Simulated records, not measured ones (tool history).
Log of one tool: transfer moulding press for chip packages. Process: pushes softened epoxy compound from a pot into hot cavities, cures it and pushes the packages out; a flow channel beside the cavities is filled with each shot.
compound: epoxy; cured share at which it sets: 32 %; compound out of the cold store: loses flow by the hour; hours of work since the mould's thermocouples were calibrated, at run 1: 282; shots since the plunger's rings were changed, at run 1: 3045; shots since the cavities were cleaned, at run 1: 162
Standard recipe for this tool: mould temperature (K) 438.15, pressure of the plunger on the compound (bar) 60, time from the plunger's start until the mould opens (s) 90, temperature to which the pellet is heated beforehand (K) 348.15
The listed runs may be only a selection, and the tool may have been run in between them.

| run | hour | mould temperature (K) | pressure of the plunger on the compound (bar) | time from the plunger's start until the mould opens (s) | temperature to which the pellet is heated beforehand (K) | hours of work since the mould's thermocouples were calibrated | shots since the plunger's rings were changed | shots since the cavities were cleaned | incoming compound's hours out of the cold store | length that the compound runs in the flow channel (mm) | greatest force on the pins that push the packages out (N) |
|---|---|---|---|---|---|---|---|---|---|---|---|
| 1 | 0 | 438.15 | 60 | 90 | 348.15 | 282 | 3045 | 162 | 39.1 | 751 | 869 |
|  | 36.9 | cavities cleaned with cleaning compound and waxed |
| 2 | 38.9 | 438.15 | 60 | 90 | 348.15 | 302 | 3410 | 18 | 18.1 | 791 | 1245 |
| 3 | 69.6 | 438.15 | 57.5 | 90 | 348.15 | 318 | 3711 | 319 | 15.1 | 773 | 1250 |
|  | 89.2 | cavities cleaned with cleaning compound and waxed |
| 4 | 99.2 | 438.15 | 60 | 90 | 348.15 | 333 | 3985 | 97 | 24.5 | 781 | 881 |
| 5 | 126.2 | 440.15 | 60 | 90 | 348.15 | 347 | 4250 | 362 | 26.4 | 757 | 968 |
|  | 141.4 | cavities cleaned with cleaning compound and waxed |
| 6 | 155.3 | 440.15 | 60 | 90 | 348.15 | 362 | 4519 | 136 | 27.8 | 755 | 756 |
| 7 | 179.3 | 440.15 | 60 | 90 | 348.15 | 374 | 4754 | 371 | 9.2 | 783 | 972 |
|  | 193.1 | cavities cleaned with cleaning compound and waxed |
| 8 | 205.7 | 438.15 | 60 | 90 | 348.15 | 387 | 4997 | 123 | 26.4 | 754 | 889 |
|  | 219.1 | plunger's sealing rings changed |
|  | 247.7 | cavities cleaned with cleaning compound and waxed |
| 9 | 255.4 | 438.15 | 60 | 90 | 348.15 | 412 | 339 | 75 | 23.1 | 817 | 836 |
|  | 289.3 | cavities cleaned with cleaning compound and waxed, once more |
| 10 | 295.1 | 438.15 | 60 | 90 | 348.15 | 432 | 713 | 57 | 17.2 | 824 | 845 |
| 11 | 333.7 | 438.15 | 60 | 90 | 348.15 | 452 | 1090 | 434 | 34 | 780 | 1100 |
|  | 341.9 | cavities cleaned with cleaning compound and waxed |
| 12 | 375.9 | 438.15 | 60 | 90 | 348.15 | 474 | 1488 | 333 | 34.7 | 772 | 1055 |
|  | 392.6 | cavities cleaned with cleaning compound and waxed |
| 13 | 408.5 | 438.15 | 60 | 90 | 348.15 | 490 | 1792 | 156 | 18.2 | 803 | 918 |
|  | 444.5 | cavities cleaned with cleaning compound and waxed |
| 14 | 446.3 | 438.15 | 50.2 | 90 | 348.15 | 509 | 2146 | 18 | 24.5 | 720 | 767 |
| 15 | 477.1 | 442.15 | 60 | 90 | 343.15 | 525 | 2447 | 319 | 27 | 769 | 856 |
|  | 496.4 | cavities cleaned with cleaning compound and waxed |
| 16 | 522.7 | 442.15 | 60 | 90 | 343.15 | 549 | 2878 | 257 | 16 | 795 | 831 |
|  | 549.8 | cavities cleaned with cleaning compound and waxed |
| 17 | 552.4 | 442.15 | 60 | 90 | 343.15 | 563 | 3154 | 26 | 40.8 | 737 | 604 |
| 18 | 598.5 | 442.15 | 60 | 90 | 343.15 | 588 | 3604 | 476 | 38.9 | 742 | 867 |
|  | 603.5 | cavities cleaned with cleaning compound and waxed |
| 19 | 640.5 | 434.15 | 60 | 90 | 348.15 | 609 | 4000 | 362 | 45 | 742 | 1413 |
|  | 656.4 | cavities cleaned with cleaning compound and waxed |
| 20 | 684.4 | 434.15 | 62.8 | 90 | 353.15 | 631 | 4414 | 273 | 16.1 | 812 | 1457 |
|  | 708 | cavities cleaned with cleaning compound and waxed |
| 21 | 725.9 | 436.15 | 64.9 | 90 | 353.15 | 653 | 4805 | 175 | 22.9 | 795 | 1026 |
| 22 | 748.6 | 438.15 | 57.8 | 70 | 353.15 | 664 | 5026 | 396 | 13 | 770 | 2100 |
|  | 758.2 | plunger's sealing rings changed |
|  | 763.3 | cavities cleaned with cleaning compound and waxed |
| 23 | 800.2 | 438.15 | 57.8 | 70 | 353.15 | 690 | 396 | 360 | 16.1 | 807 | 2017 |
|  | 815.1 | cavities cleaned with cleaning compound and waxed |
| 24 | 841 | 438.15 | 58.8 | 107 | 338.15 | 710 | 780 | 253 | 40.2 | 760 | 755 |
|  | 851.3 | mould's thermocouples calibrated |
| 25 | 864.5 | 438.15 | 58.8 | 107 | 338.15 | 7 | 990 | 463 | 22.6 | 799 | 821 |
|  | 870.1 | cavities cleaned with cleaning compound and waxed |
| 26 | 894.6 | 438.15 | 67.7 | 71 | 353.15 | 22 | 1270 | 240 | 45 | 805 | 1632 |

Predict each of these 5 candidate next runs independently; none follows another, all start after run 26:
|  | 923 | cavities cleaned with cleaning compound and waxed |
| A | 935.1 | 431.15 | 67.7 | 71 | 353.15 | 43 | 1650 | 118 | 33.2 | ? | ? |
|  | 923 | cavities cleaned with cleaning compound and waxed |
| B | 935.1 | 445.15 | 60 | 116 | 348.15 | 43 | 1650 | 118 | 40.9 | ? | ? |
|  | 923 | cavities cleaned with cleaning compound and waxed |
| C | 935.1 | 431.15 | 62.5 | 118 | 348.15 | 43 | 1650 | 118 | 29 | ? | ? |
|  | 923 | cavities cleaned with cleaning compound and waxed |
| D | 935.1 | 443.15 | 60.5 | 90 | 341.15 | 43 | 1650 | 118 | 20.6 | ? | ? |
|  | 923 | cavities cleaned with cleaning compound and waxed |
| E | 935.1 | 430.15 | 67.7 | 71 | 353.15 | 43 | 1650 | 118 | 32 | ? | ? |

| run | length that the compound runs in the flow channel (mm) | greatest force on the pins that push the packages out (N) |
|---|---|---|
| A | 829 | 2194 |
| B | 744 | 538 |
| C | 809 | 779 |
| D | 793 | 694 |
| E | 847 | 2329 |
Stripped of hidden state, with their random variation kept, the same runs would have yielded:
| run | length that the compound runs in the flow channel (mm) | greatest force on the pins that push the packages out (N) |
|---|---|---|
| A | 847 | 1781 |
| B | 760 | 437 |
| C | 826 | 632 |
| D | 810 | 565 |
| E | 865 | 1889 |
